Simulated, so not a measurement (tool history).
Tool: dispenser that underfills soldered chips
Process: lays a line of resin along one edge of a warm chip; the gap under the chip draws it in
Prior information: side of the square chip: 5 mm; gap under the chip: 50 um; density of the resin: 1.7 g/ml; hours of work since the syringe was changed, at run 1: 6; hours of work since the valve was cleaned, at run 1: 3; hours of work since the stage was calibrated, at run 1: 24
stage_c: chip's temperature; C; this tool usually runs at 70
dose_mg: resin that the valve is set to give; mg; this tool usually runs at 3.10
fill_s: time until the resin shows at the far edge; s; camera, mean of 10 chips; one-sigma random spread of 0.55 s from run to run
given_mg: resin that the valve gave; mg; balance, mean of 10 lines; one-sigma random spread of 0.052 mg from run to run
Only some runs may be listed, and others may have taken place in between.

run,hour,stage_c,dose_mg,hours of work since the syringe was changed,hours of work since the valve was cleaned,hours of work since the stage was calibrated,fill_s,given_mg
1,0.0,70,3.10,6,3,24,65.7,3.07
# hour 9.1: new syringe of resin
2,9.7,61,3.10,0,9,30,63.9,3.10
3,21.8,61,3.10,8,17,38,101.8,3.13
# hour 27.2: new syringe of resin
4,31.3,61,3.10,3,23,44,73.9,3.16
5,43.9,61,3.10,11,31,52,121.1,3.16
# hour 45.1: new syringe of resin
6,59.8,61,3.10,9,41,62,109.5,3.05
# hour 62.7: new syringe of resin
7,70.3,61,3.10,5,48,69,83.0,2.97
# hour 81.3: new syringe of resin
8,83.4,67,2.84,1,56,77,58.5,2.67
# hour 99.0: new syringe of resin
9,99.0,58,3.23,0,66,87,69.6,3.09
10,108.9,58,3.21,6,73,94,102.5,2.98
# hour 116.6: new syringe of resin
11,124.2,58,3.21,5,82,103,92.5,2.99
12,132.3,58,3.21,10,88,109,128.0,3.01
# hour 135.0: new syringe of resin
13,147.5,69,2.98,8,97,118,82.1,2.78

Branching from run 13: 4 alternative next runs. What would each branch give?
# hour 153.3: new syringe of resin
A,160.3,69,2.64,4,105,126,?,?
# hour 153.3: new syringe of resin
B,160.3,58,3.55,4,105,126,?,?
# hour 153.3: new syringe of resin
C,160.3,59,3.10,4,105,126,?,?
# hour 153.3: new syringe of resin
D,160.3,85,3.07,4,105,126,?,?

run,fill_s,given_mg
A,68.7,2.43
B,89.3,3.35
C,88.6,2.90
D,41.3,2.79
Without the tool's unlogged condition, the same runs would have read:
run,fill_s,given_mg
A,49.8,2.64
B,66.2,3.63
C,65.1,3.15
D,30.6,3.04

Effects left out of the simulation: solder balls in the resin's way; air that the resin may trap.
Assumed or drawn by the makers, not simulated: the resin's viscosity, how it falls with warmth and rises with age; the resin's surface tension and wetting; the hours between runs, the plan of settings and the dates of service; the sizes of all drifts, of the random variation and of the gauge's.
